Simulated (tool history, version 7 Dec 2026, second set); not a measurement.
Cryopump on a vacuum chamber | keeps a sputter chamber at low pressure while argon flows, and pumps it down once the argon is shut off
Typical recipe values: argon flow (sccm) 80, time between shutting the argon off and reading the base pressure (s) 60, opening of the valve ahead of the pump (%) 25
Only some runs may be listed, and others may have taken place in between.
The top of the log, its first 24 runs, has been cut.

run     day  argon flow (sccm)  time between shutting the argon off and reading the base pressure (s)  opening of the valve ahead of the pump (%)  pressure while argon flows (Pa)  pressure after the wait (uPa)
 25  43.271                 52                                                                     60                                          53                           0.0767                           0.78
 26  45.158                 80                                                                     60                                          43                           0.1418                           0.79
 27  47.233                112                                                                     38                                          23                           0.3636                           0.99
 28  48.342                 98                                                                     60                                          25                           0.2917                           0.83
 29  50.917                 56                                                                    281                                          35                           0.1221                           0.58
 30  51.988                 56                                                                    281                                          35                            0.123                           0.58
 31  53.421                 69                                                                     32                                          35                            0.152                           1.16
 32  55.771                 69                                                                     32                                          35                           0.1535                           1.12
 33  57.754                 69                                                                     32                                          35                           0.1535                           1.18
 34  60.362                 69                                                                     32                                          35                           0.1551                           1.16

4 options for the next run, each taken on its own from the tool as it stands now. Forecast them:
     62.662  -- pump warmed up, emptied and cooled again
  A  62.733                 69                                                                     32                                          25                                ?                              ?
     62.662  -- pump warmed up, emptied and cooled again
  B  62.733                 55                                                                     32                                          35                                ?                              ?
     62.662  -- pump warmed up, emptied and cooled again
  C  62.733                 78                                                                    102                                          44                                ?                              ?
     62.662  -- pump warmed up, emptied and cooled again
  D  62.733                 36                                                                     60                                          54                                ?                              ?

run  pressure while argon flows (Pa)  pressure after the wait (uPa)
  A                           0.1996                           1.08
  B                           0.1143                           1.07
  C                           0.1307                           0.66
  D                           0.0491                            0.8
Without the tool's unlogged condition, the same runs would have read:
run  pressure while argon flows (Pa)  pressure after the wait (uPa)
  A                            0.198                           0.75
  B                           0.1131                           0.76
  C                           0.1289                           0.33
  D                           0.0482                           0.47

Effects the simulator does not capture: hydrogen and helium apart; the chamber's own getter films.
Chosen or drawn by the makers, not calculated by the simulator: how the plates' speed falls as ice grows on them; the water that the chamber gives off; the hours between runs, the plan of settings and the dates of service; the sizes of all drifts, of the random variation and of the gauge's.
